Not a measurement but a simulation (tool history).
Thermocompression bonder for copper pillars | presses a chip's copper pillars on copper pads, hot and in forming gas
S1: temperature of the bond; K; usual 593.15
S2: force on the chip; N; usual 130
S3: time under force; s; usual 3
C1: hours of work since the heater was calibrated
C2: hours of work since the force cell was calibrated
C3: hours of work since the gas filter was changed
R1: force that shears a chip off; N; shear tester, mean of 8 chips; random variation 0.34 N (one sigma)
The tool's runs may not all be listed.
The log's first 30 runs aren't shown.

| run | hour | S1 | S2 | S3 | C1 | C2 | C3 | R1 |
|---|---|---|---|---|---|---|---|---|
| 31 | 612.9 | 582.15 | 92 | 3 | 211 | 684 | 213 | 45.8 |
| 32 | 625.3 | 582.15 | 92 | 3 | 219 | 692 | 221 | 45.4 |
| 33 | 652.7 | 582.15 | 92 | 3 | 236 | 709 | 239 | 45.7 |
| 34 | 678.7 | 571.15 | 113 | 3 | 253 | 726 | 255 | 47.6 |
| 35 | 700.3 | 571.15 | 160 | 8 | 266 | 740 | 269 | 78.0 |
| 36 | 724.7 | 599.15 | 166 | 2 | 282 | 755 | 284 | 64.9 |
| 37 | 746.0 | 608.15 | 157 | 2 | 296 | 769 | 298 | 67.1 |
| 38 | 770.9 | 575.15 | 157 | 2 | 311 | 785 | 314 | 52.3 |
|  | 782.8 | gauge calibrated |
| 39 | 794.4 | 575.15 | 157 | 2 | 326 | 800 | 329 | 51.0 |

4 ways to go on from here, each from the tool as it stands after run 39. What would each give?
| A | 807.8 | 593.15 | 90 | 2 | 335 | 808 | 337 | ? |
| B | 807.8 | 593.15 | 174 | 8 | 335 | 808 | 337 | ? |
| C | 807.8 | 598.15 | 157 | 2 | 335 | 808 | 337 | ? |
| D | 807.8 | 591.15 | 110 | 2 | 335 | 808 | 337 | ? |

| run | R1 |
|---|---|
| A | 41.8 |
| B | 88.4 |
| C | 61.7 |
| D | 46.8 |
Without the tool's hidden state the same runs would have given:
| run | R1 |
|---|---|
| A | 41.9 |
| B | 88.5 |
| C | 61.9 |
| D | 46.9 |

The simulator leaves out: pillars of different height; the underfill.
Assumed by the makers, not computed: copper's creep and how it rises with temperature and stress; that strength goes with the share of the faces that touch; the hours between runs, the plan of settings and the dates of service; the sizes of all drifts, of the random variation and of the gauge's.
